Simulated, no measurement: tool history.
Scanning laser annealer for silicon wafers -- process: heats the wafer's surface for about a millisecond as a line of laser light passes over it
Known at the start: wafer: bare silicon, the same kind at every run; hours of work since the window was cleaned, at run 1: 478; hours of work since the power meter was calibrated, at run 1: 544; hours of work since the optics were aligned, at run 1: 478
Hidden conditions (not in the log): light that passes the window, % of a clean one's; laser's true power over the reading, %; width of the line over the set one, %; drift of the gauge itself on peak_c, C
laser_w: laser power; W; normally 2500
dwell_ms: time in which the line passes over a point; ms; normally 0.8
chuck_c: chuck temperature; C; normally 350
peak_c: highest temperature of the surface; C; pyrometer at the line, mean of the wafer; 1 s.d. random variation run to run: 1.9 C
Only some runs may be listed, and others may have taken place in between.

| run | day | laser_w | dwell_ms | chuck_c | hours of work since the window was cleaned | hours of work since the power meter was calibrated | hours of work since the optics were aligned | peak_c |
|---|---|---|---|---|---|---|---|---|
| 1 | 0 | 2500 | 0.8 | 350 | 478 | 544 | 478 | 1120 |
| 2 | 0.971 | 2500 | 0.8 | 343 | 492 | 559 | 492 | 1111 |
| 3 | 1.654 | 2500 | 0.8 | 350 | 503 | 570 | 503 | 1118 |
| 4 | 2.558 | 2500 | 0.8 | 350 | 517 | 583 | 517 | 1117 |
| 5 | 3.425 | 2500 | 0.8 | 322 | 530 | 597 | 530 | 1087 |
| 6 | 4.279 | 2500 | 0.8 | 373 | 543 | 610 | 543 | 1137 |
| 7 | 5.375 | 2206 | 0.8 | 350 | 560 | 627 | 560 | 1000 |
| 8 | 6.408 | 2500 | 0.8 | 350 | 576 | 642 | 576 | 1114 |
| 9 | 7.067 | 2611 | 0.834 | 350 | 586 | 652 | 586 | 1172 |
| 10 | 8.504 | 2611 | 0.834 | 350 | 608 | 674 | 608 | 1169 |
|  | 8.725 | window over the wafer cleaned |
| 11 | 9.892 | 2611 | 0.834 | 350 | 18 | 694 | 628 | 1215 |
| 12 | 10.925 | 2500 | 0.753 | 345 | 34 | 710 | 643 | 1119 |
| 13 | 12.212 | 2500 | 0.753 | 366 | 53 | 730 | 663 | 1141 |
| 14 | 13.138 | 2500 | 0.921 | 350 | 68 | 744 | 677 | 1202 |
| 15 | 14.033 | 2412 | 0.701 | 354 | 81 | 758 | 691 | 1068 |
| 16 | 14.7 | 2412 | 0.701 | 354 | 91 | 768 | 701 | 1065 |

Entry by entry between the runs, the difference in hidden state between the last listed run before and the first listed run after:
Run 10 -> run 11: window over the wafer cleaned (day 8.725)
  light that passes the window, % of a clean one's: 95.39 -> 99.62; laser's true power over the reading, %: -0.24 -> -0.25; width of the line over the set one, %: 1.92 -> 1.97
  what was measured, less what the result would be without the hidden state, peak_c: -67 -> -21 C

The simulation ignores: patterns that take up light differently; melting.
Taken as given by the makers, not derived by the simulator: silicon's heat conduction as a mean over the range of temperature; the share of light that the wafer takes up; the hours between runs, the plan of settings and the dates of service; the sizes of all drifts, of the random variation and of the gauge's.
